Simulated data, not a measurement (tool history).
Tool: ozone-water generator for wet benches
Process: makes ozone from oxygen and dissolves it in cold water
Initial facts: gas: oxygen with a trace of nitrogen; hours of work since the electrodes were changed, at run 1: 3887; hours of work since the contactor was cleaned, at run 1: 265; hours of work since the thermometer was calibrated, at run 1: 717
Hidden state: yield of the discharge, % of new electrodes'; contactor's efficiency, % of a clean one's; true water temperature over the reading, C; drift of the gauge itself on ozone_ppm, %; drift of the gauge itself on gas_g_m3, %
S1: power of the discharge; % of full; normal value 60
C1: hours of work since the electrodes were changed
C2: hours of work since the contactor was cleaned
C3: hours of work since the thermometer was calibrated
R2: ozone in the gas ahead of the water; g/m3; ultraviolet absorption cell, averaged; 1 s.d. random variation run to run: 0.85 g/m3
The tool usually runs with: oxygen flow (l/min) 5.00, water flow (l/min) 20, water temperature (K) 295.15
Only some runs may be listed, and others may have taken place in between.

{"run": 1, "hour": 0.0, "S1": 60, "oxygen flow (l/min)": 5.0, "water flow (l/min)": 20, "water temperature (K)": 295.15, "C1": 3887, "C2": 265, "C3": 717, "dissolved ozone (ppm)": 13.9, "R2": 132.8}
{"run": 2, "hour": 101.2, "S1": 99, "oxygen flow (l/min)": 5.0, "water flow (l/min)": 20, "water temperature (K)": 295.15, "C1": 3984, "C2": 361, "C3": 813, "dissolved ozone (ppm)": 20.6, "R2": 194.2}
{"run": 3, "hour": 224.1, "S1": 60, "oxygen flow (l/min)": 5.0, "water flow (l/min)": 20, "water temperature (K)": 295.15, "C1": 4100, "C2": 478, "C3": 930, "dissolved ozone (ppm)": 14.1, "R2": 133.4}
{"run": 4, "hour": 295.7, "S1": 60, "oxygen flow (l/min)": 5.0, "water flow (l/min)": 20, "water temperature (K)": 295.15, "C1": 4169, "C2": 546, "C3": 998, "dissolved ozone (ppm)": 14.0, "R2": 131.7}
{"hour": 302.1, "done": "water thermometer calibrated"}
{"run": 5, "hour": 374.1, "S1": 60, "oxygen flow (l/min)": 5.0, "water flow (l/min)": 20, "water temperature (K)": 295.15, "C1": 4243, "C2": 620, "C3": 68, "dissolved ozone (ppm)": 14.1, "R2": 131.7}
{"run": 6, "hour": 508.8, "S1": 60, "oxygen flow (l/min)": 5.0, "water flow (l/min)": 20, "water temperature (K)": 295.15, "C1": 4371, "C2": 748, "C3": 196, "dissolved ozone (ppm)": 13.7, "R2": 130.3}
{"run": 7, "hour": 572.9, "S1": 60, "oxygen flow (l/min)": 7.11, "water flow (l/min)": 27, "water temperature (K)": 295.15, "C1": 4431, "C2": 809, "C3": 257, "dissolved ozone (ppm)": 10.1, "R2": 105.3}
{"run": 8, "hour": 709.6, "S1": 52, "oxygen flow (l/min)": 5.0, "water flow (l/min)": 20, "water temperature (K)": 295.15, "C1": 4562, "C2": 939, "C3": 387, "dissolved ozone (ppm)": 12.5, "R2": 116.2}
{"hour": 771.1, "done": "water thermometer calibrated, once more"}
{"run": 9, "hour": 827.8, "S1": 60, "oxygen flow (l/min)": 7.15, "water flow (l/min)": 29, "water temperature (K)": 295.15, "C1": 4673, "C2": 1051, "C3": 54, "dissolved ozone (ppm)": 9.8, "R2": 104.3}
{"run": 10, "hour": 952.8, "S1": 49, "oxygen flow (l/min)": 5.0, "water flow (l/min)": 25, "water temperature (K)": 292.15, "C1": 4792, "C2": 1170, "C3": 173, "dissolved ozone (ppm)": 10.1, "R2": 110.9}
{"run": 11, "hour": 1069.5, "S1": 70, "oxygen flow (l/min)": 5.0, "water flow (l/min)": 20, "water temperature (K)": 303.15, "C1": 4903, "C2": 1281, "C3": 284, "dissolved ozone (ppm)": 13.7, "R2": 146.7}
{"run": 12, "hour": 1187.0, "S1": 70, "oxygen flow (l/min)": 5.0, "water flow (l/min)": 20, "water temperature (K)": 303.15, "C1": 5015, "C2": 1392, "C3": 395, "dissolved ozone (ppm)": 13.5, "R2": 144.1}

A few steps of dissolved ozone (ppm) between consecutive runs. Split each: what settings, incoming material and random variation would produce without the hidden state, and what is left over for the hidden state, along with gauge scatter present in only one of the two compared results (measured, and without hidden state):
Run 1 -> 2: S1 60 -> 99. dissolved ozone (ppm) +6.7: hidden state -0.7, all else +7.4.
